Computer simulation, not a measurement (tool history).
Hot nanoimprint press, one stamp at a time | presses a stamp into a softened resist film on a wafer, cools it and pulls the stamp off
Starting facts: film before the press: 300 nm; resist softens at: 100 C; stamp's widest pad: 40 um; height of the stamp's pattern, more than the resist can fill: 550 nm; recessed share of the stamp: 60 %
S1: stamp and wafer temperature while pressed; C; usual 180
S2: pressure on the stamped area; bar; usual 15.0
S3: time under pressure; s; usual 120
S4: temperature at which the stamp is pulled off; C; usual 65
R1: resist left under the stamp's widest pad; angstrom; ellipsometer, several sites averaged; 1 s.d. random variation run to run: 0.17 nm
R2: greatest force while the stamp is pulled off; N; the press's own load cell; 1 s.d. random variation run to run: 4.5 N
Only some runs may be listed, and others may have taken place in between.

Run 1, hour 0.0: usual settings. Result: R1 1076 angstrom, R2 308 N.
Run 2, hour 64.5: usual settings. Result: R1 1078 angstrom, R2 318 N.
Run 3, hour 140.3: usual settings. Result: R1 1078 angstrom, R2 365 N.
Run 4, hour 225.3: usual settings but S2 23.9 bar. Result: R1 824 angstrom, R2 413 N.
Run 5, hour 317.3: usual settings but S2 23.9 bar. Result: R1 821 angstrom, R2 433 N.
Run 6, hour 420.1: usual settings but S2 23.9 bar. Result: R1 826 angstrom, R2 228 N.
Run 7, hour 511.3: usual settings but S2 23.9 bar. Result: R1 828 angstrom, R2 264 N.
Run 8, hour 554.3: usual settings but S2 23.9 bar. Result: R1 830 angstrom, R2 277 N.
Run 9, hour 623.9: usual settings but S2 23.9 bar. Result: R1 832 angstrom, R2 299 N.
Run 10, hour 718.6: usual settings but S2 23.9 bar. Result: R1 833 angstrom, R2 347 N.
Run 11, hour 793.7: usual settings but S2 23.9 bar. Result: R1 799 angstrom, R2 372 N.
Run 12, hour 851.3: usual settings. Result: R1 1055 angstrom, R2 411 N.
Run 13, hour 930.5: usual settings but S1 188 C. Result: R1 816 angstrom, R2 453 N.
Run 14, hour 1032.8: usual settings but S1 173 C. Result: R1 1382 angstrom, R2 218 N.
Run 15, hour 1089.7: usual settings but S1 173 C. Result: R1 1385 angstrom, R2 243 N.
Run 16, hour 1133.5: usual settings but S1 188 C, S2 9.2 bar, S3 78 s, S4 60 C. Result: R1 1256 angstrom, R2 259 N.
Run 17, hour 1190.5: usual settings but S1 184 C, S2 9.2 bar, S3 76 s, S4 60 C. Result: R1 1433 angstrom, R2 284 N.
Run 18, hour 1250.4: usual settings but S2 17.9 bar, S3 75 s, S4 52 C. Result: R1 1146 angstrom, R2 340 N.
Run 19, hour 1297.0: usual settings but S2 17.9 bar, S3 75 s, S4 52 C. Result: R1 1145 angstrom, R2 358 N.
Run 20, hour 1357.5: usual settings but S1 172 C, S2 10.0 bar, S3 94 s. Result: R1 1888 angstrom, R2 353 N.
Run 21, hour 1417.3: usual settings but S1 181 C, S2 10.0 bar, S3 94 s, S4 52 C. Result: R1 1420 angstrom, R2 429 N.
Run 22, hour 1494.9: usual settings but S1 181 C, S2 10.0 bar, S3 94 s, S4 52 C. Result: R1 1419 angstrom, R2 447 N.
Run 23, hour 1585.9: usual settings but S1 169 C, S2 16.2 bar, S3 91 s, S4 58 C. Result: R1 1688 angstrom, R2 477 N.
Run 24, hour 1693.9: usual settings but S1 169 C, S2 16.2 bar, S3 91 s, S4 58 C. Result: R1 1641 angstrom, R2 239 N.
Run 25, hour 1785.9: usual settings but S4 72 C. Result: R1 1082 angstrom, R2 253 N.
Run 26, hour 1879.1: usual settings but S1 173 C, S2 10.5 bar. Result: R1 1674 angstrom, R2 317 N.
Run 27, hour 1964.0: usual settings but S1 173 C, S2 10.5 bar. Result: R1 1675 angstrom, R2 357 N.
Run 28, hour 2029.2: usual settings but S1 187 C, S2 10.5 bar, S3 119 s, S4 56 C. Result: R1 1045 angstrom, R2 399 N.
Run 29, hour 2100.1: usual settings but S1 187 C, S2 21.8 bar, S3 121 s, S4 56 C. Result: R1 677 angstrom, R2 455 N.

Taken out of this log: 9 entries between the listed runs. Where each belongs, and how the hidden state differs across it:
Runs 5 to 6: stamp cleaned and given a new release coat (hour 399.5)
  true temperature over the reading, C: 0.21 -> 0.3; pressure that arrives at the usual setting, %: 97.94 -> 97.45; grip of the stamp's worn release coat, % over a new coat's: 108.1 -> 3.5
  difference, measured minus the result without the unlogged condition, R1: +10 -> +12 angstrom; R2: +225 -> +7 N
Runs 6 to 7: plate thermocouple calibrated (hour 436.4)
  true temperature over the reading, C: 0.3 -> 0.24; pressure that arrives at the usual setting, %: 97.45 -> 97.01; grip of the stamp's worn release coat, % over a new coat's: 3.5 -> 19.2
  difference, measured minus the result without the unlogged condition, R1: +12 -> +17 angstrom; R2: +7 -> +42 N
Runs 10 to 11: press's hydraulic seals changed and the load cell set to zero (hour 744.0)
  true temperature over the reading, C: 0.43 -> 0.5; pressure that arrives at the usual setting, %: 95.98 -> 99.28; grip of the stamp's worn release coat, % over a new coat's: 60.1 -> 74.5
  difference, measured minus the result without the unlogged condition, R1: +20 -> -10 angstrom; R2: +130 -> +159 N
Runs 12 to 13: plate thermocouple calibrated (hour 872.1)
  true temperature over the reading, C: 0.56 -> 0.16; pressure that arrives at the usual setting, %: 99 -> 98.62; grip of the stamp's worn release coat, % over a new coat's: 87.4 -> 105.1
  difference, measured minus the result without the unlogged condition, R1: -16 -> +3 angstrom; R2: +190 -> +232 N
Runs 13 to 14: stamp cleaned and given a new release coat (hour 1027.0)
  true temperature over the reading, C: 0.16 -> 0.25; pressure that arrives at the usual setting, %: 98.62 -> 98.19; grip of the stamp's worn release coat, % over a new coat's: 105.1 -> 1
  difference, measured minus the result without the unlogged condition, R1: +3 -> +1 angstrom; R2: +232 -> +1 N
Runs 19 to 20: plate thermocouple calibrated (hour 1305.8)
  true temperature over the reading, C: 0.48 -> 0.21; pressure that arrives at the usual setting, %: 96.89 -> 96.61; grip of the stamp's worn release coat, % over a new coat's: 50.5 -> 62.6
  difference, measured minus the result without the unlogged condition, R1: +5 -> +7 angstrom; R2: +120 -> +136 N
Runs 23 to 24: press's hydraulic seals changed and the load cell set to zero (hour 1602.6); stamp cleaned and given a new release coat (hour 1650.8)
  true temperature over the reading, C: 0.43 -> 0.52; pressure that arrives at the usual setting, %: 95.44 -> 100.1; grip of the stamp's worn release coat, % over a new coat's: 114.4 -> 7.4
  difference, measured minus the result without the unlogged condition, R1: +17 -> -31 angstrom; R2: +254 -> +16 N
Runs 24 to 25: plate thermocouple calibrated (hour 1749.3)
  true temperature over the reading, C: 0.52 -> -0.19; pressure that arrives at the usual setting, %: 100.1 -> 99.65; grip of the stamp's worn release coat, % over a new coat's: 7.4 -> 23.5
  difference, measured minus the result without the unlogged condition, R1: -31 -> +10 angstrom; R2: +16 -> +48 N
